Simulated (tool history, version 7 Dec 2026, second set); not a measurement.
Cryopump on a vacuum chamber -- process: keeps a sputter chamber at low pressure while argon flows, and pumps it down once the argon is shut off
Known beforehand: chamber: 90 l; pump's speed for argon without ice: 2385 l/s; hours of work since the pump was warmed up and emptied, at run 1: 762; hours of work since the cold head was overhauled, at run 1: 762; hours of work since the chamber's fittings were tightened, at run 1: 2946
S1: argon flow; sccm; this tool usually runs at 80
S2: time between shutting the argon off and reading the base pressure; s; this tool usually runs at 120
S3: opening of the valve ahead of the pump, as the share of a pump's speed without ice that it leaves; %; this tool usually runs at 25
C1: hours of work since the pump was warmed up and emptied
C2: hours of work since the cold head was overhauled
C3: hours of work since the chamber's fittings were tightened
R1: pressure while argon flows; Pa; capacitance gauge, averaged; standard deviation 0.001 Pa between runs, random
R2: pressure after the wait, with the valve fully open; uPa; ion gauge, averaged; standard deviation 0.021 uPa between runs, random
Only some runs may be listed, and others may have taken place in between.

run	hour	S1	S2	S3	C1	C2	C3	R1	R2
1	0.0	80	120	25	762	762	2946	0.2446	0.81
2	28.5	80	120	25	781	781	2965	0.2455	0.81
3	56.5	80	120	25	801	801	2985	0.2480	0.85
4	74.9	80	120	25	813	813	2997	0.2459	0.81
5	103.4	80	120	28	833	833	3017	0.2227	0.82
6	122.4	80	120	28	846	846	3030	0.2235	0.90
7	146.1	36	120	25	863	863	3047	0.1113	0.85
8	171.7	80	120	25	881	881	3064	0.2482	0.79
9	189.4	80	54	25	893	893	3077	0.2488	1.15
10	215.8	80	54	25	911	911	3095	0.2477	1.21
11	234.3	80	120	17	924	924	3108	0.3570	0.85
12	263.4	75	120	25	944	944	3128	0.2351	0.87
13	281.4	75	120	25	956	956	3140	0.2348	0.91
14	306.4	80	120	35	974	974	3158	0.1869	0.94
15	335.1	80	120	25	994	994	3177	0.2513	0.92
16	355.7	80	120	25	1008	1008	3192	0.2551	0.92
17	372.4	80	284	25	1019	1019	3203	0.2534	0.75
18	392.9	80	38	25	1034	1034	3217	0.2538	1.53
19	414.7	81	40	16	1049	1049	3233	0.3823	1.45
20	447.7	81	151	19	1071	1071	3255	0.3323	0.87
21	462.2	81	151	19	1081	1081	3265	0.3319	0.87
22	480.7	81	110	19	1094	1094	3278	0.3313	0.96
23	498.2	81	155	32	1106	1106	3290	0.2078	0.87
24	524.0	97	172	18	1124	1124	3308	0.4167	0.88
25	546.7	80	71	25	1140	1140	3324	0.2582	1.15
26	564.5	35	176	25	1152	1152	3336	0.1128	0.87
# hour 586.0: pump warmed up, emptied and cooled again
27	591.6	35	176	25	4	1168	3351	0.1001	0.65
28	611.4	46	27	30	18	1181	3365	0.1100	1.70
29	637.6	80	120	33	36	1199	3383	0.1740	0.72
30	656.1	39	81	18	48	1212	3396	0.1542	0.85
31	682.6	42	81	18	67	1230	3414	0.1652	0.93
32	710.9	47	277	25	86	1250	3434	0.1344	0.58
33	739.1	32	54	23	106	1270	3454	0.0992	1.11
34	759.0	32	85	23	120	1283	3467	0.1001	0.85
# hour 774.8: leaking fittings of the chamber tightened, without venting
35	791.8	32	85	23	141	1305	12	0.0996	0.54

Hidden condition of the tool, last listed run before each entry between runs versus first listed run after:
After run 26, before run 27: pump warmed up, emptied and cooled again (hour 586.0)
  pump's speed, % of a pump's without ice: 65.1 -> 99.6; leak into the chamber, uPa l/s: 1051 -> 1055
  measured less the result without the state, R1: +0.0137 -> +0.0004 Pa; R2: +0.56 -> +0.32 uPa
After run 34, before run 35: leaking fittings of the chamber tightened, without venting (hour 774.8)
  pump's speed, % of a pump's without ice: 96.1 -> 95.4; leak into the chamber, uPa l/s: 1080 -> 306
  measured less the result without the state, R1: +0.0011 -> +0.0014 Pa; R2: +0.34 -> +0.02 uPa

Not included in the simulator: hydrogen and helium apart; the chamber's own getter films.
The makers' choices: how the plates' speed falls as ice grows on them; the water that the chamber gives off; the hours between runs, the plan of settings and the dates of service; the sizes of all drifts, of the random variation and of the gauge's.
